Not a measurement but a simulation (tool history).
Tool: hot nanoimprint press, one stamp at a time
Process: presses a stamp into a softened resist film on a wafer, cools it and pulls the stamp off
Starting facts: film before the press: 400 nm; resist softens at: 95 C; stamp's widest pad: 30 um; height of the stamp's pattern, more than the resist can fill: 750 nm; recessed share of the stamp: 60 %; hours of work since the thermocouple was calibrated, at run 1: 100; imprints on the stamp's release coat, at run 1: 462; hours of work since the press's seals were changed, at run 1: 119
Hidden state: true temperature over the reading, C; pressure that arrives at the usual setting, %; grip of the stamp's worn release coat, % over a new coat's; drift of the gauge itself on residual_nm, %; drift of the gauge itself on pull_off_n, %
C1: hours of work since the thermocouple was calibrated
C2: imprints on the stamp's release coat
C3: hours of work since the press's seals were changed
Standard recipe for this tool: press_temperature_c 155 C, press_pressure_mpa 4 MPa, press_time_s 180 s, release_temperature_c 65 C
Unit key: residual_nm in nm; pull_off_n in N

Run 1, hour 0: usual settings; C1 100; C2 462; C3 119. Result: residual_nm 243.7 nm, pull_off_n 145 N.
Run 2, hour 26.1: usual settings but release_temperature_c 55 C; C1 118; C2 531; C3 137. Result: residual_nm 245.1 nm, pull_off_n 189 N.
Run 3, hour 58.1: usual settings but press_pressure_mpa 4.61 MPa; C1 140; C2 615; C3 159. Result: residual_nm 227.9 nm, pull_off_n 155 N.
Run 4, hour 88.5: usual settings but press_pressure_mpa 4.61 MPa; C1 161; C2 695; C3 180. Result: residual_nm 228.4 nm, pull_off_n 159 N.
Run 5, hour 116.7: usual settings but press_pressure_mpa 4.61 MPa; C1 180; C2 770; C3 199. Result: residual_nm 231.1 nm, pull_off_n 157 N.
Run 6, hour 139.8: usual settings but press_pressure_mpa 4.61 MPa; C1 196; C2 830; C3 214. Result: residual_nm 233.3 nm, pull_off_n 156 N.
Run 7, hour 154.4: usual settings but press_pressure_mpa 4.61 MPa; C1 205; C2 869; C3 224. Result: residual_nm 232.5 nm, pull_off_n 163 N.
Run 8, hour 182.5: usual settings but press_pressure_mpa 4.61 MPa; C1 225; C2 943; C3 243. Result: residual_nm 231 nm, pull_off_n 163 N.
Run 9, hour 209.7: usual settings but press_pressure_mpa 4.61 MPa; C1 243; C2 1015; C3 262. Result: residual_nm 235.2 nm, pull_off_n 164 N.
Run 10, hour 241.1: usual settings but press_pressure_mpa 4.61 MPa; C1 264; C2 1097; C3 283. Result: residual_nm 236.1 nm, pull_off_n 167 N.
Run 11, hour 271.3: usual settings but press_temperature_c 150 C, press_pressure_mpa 3.14 MPa, press_time_s 97 s; C1 285; C2 1177; C3 304. Result: residual_nm 352.7 nm, pull_off_n 174 N.
Run 12, hour 295.3: usual settings but press_temperature_c 162 C, press_pressure_mpa 3.14 MPa, press_time_s 97 s; C1 301; C2 1240; C3 320. Result: residual_nm 260.1 nm, pull_off_n 171 N.
Run 13, hour 324: usual settings but press_pressure_mpa 3.71 MPa; C1 321; C2 1316; C3 340. Result: residual_nm 264.4 nm, pull_off_n 172 N.
Run 14, hour 341.8: usual settings but press_temperature_c 159 C, press_time_s 328 s; C1 333; C2 1363; C3 352. Result: residual_nm 183.9 nm, pull_off_n 179 N.
Run 15, hour 364.6: usual settings but press_temperature_c 159 C, press_time_s 328 s; C1 349; C2 1423; C3 367. Result: residual_nm 185 nm, pull_off_n 171 N.
Run 16, hour 383.1: usual settings but press_temperature_c 146 C, press_pressure_mpa 2.91 MPa, press_time_s 282 s, release_temperature_c 71 C; C1 361; C2 1472; C3 380. Result: residual_nm 340.2 nm, pull_off_n 149 N.
Run 17, hour 414.9: usual settings but press_temperature_c 147 C, press_pressure_mpa 3.38 MPa; C1 383; C2 1556; C3 402. Result: residual_nm 344.4 nm, pull_off_n 186 N.
At hour 439.5: plate thermocouple calibrated.
Run 18, hour 447.5: usual settings but press_temperature_c 147 C, press_pressure_mpa 3.38 MPa; C1 5; C2 1634; C3 422. Result: residual_nm 330.3 nm, pull_off_n 168 N.
Run 19, hour 464.4: usual settings but press_temperature_c 156 C, press_pressure_mpa 3.13 MPa, press_time_s 275 s, release_temperature_c 60 C; C1 17; C2 1678; C3 433. Result: residual_nm 235.3 nm, pull_off_n 187 N.

Consider 5 possible next runs. They are alternatives, not a sequence: every one starts from the tool as it was left by run 19. What does each give?
Run A, hour 494.3: usual settings but release_temperature_c 54 C; C1 37; C2 1757; C3 454. Result: residual_nm ?, pull_off_n ?.
Run B, hour 494.3: usual settings but press_temperature_c 163 C; C1 37; C2 1757; C3 454. Result: residual_nm ?, pull_off_n ?.
Run C, hour 494.3: usual settings but press_temperature_c 151 C, press_pressure_mpa 2.95 MPa, press_time_s 275 s, release_temperature_c 60 C; C1 37; C2 1757; C3 454. Result: residual_nm ?, pull_off_n ?.
Run D, hour 494.3: usual settings but press_temperature_c 161 C, press_pressure_mpa 3.13 MPa, press_time_s 275 s, release_temperature_c 60 C; C1 37; C2 1757; C3 454. Result: residual_nm ?, pull_off_n ?.
Run E, hour 494.3: usual settings but press_temperature_c 164 C, press_pressure_mpa 3.13 MPa, press_time_s 318 s, release_temperature_c 70 C; C1 37; C2 1757; C3 454. Result: residual_nm ?, pull_off_n ?.

run  residual_nm  pull_off_n
  A        243.9         228
  B        180.2         172
  C          285         196
  D        195.2         193
  E          164         154
Without the tool's unlogged condition, the same runs would have read:
run  residual_nm  pull_off_n
  A          239         183
  B          176         139
  C        281.6         157
  D        191.7         155
  E        160.9         123

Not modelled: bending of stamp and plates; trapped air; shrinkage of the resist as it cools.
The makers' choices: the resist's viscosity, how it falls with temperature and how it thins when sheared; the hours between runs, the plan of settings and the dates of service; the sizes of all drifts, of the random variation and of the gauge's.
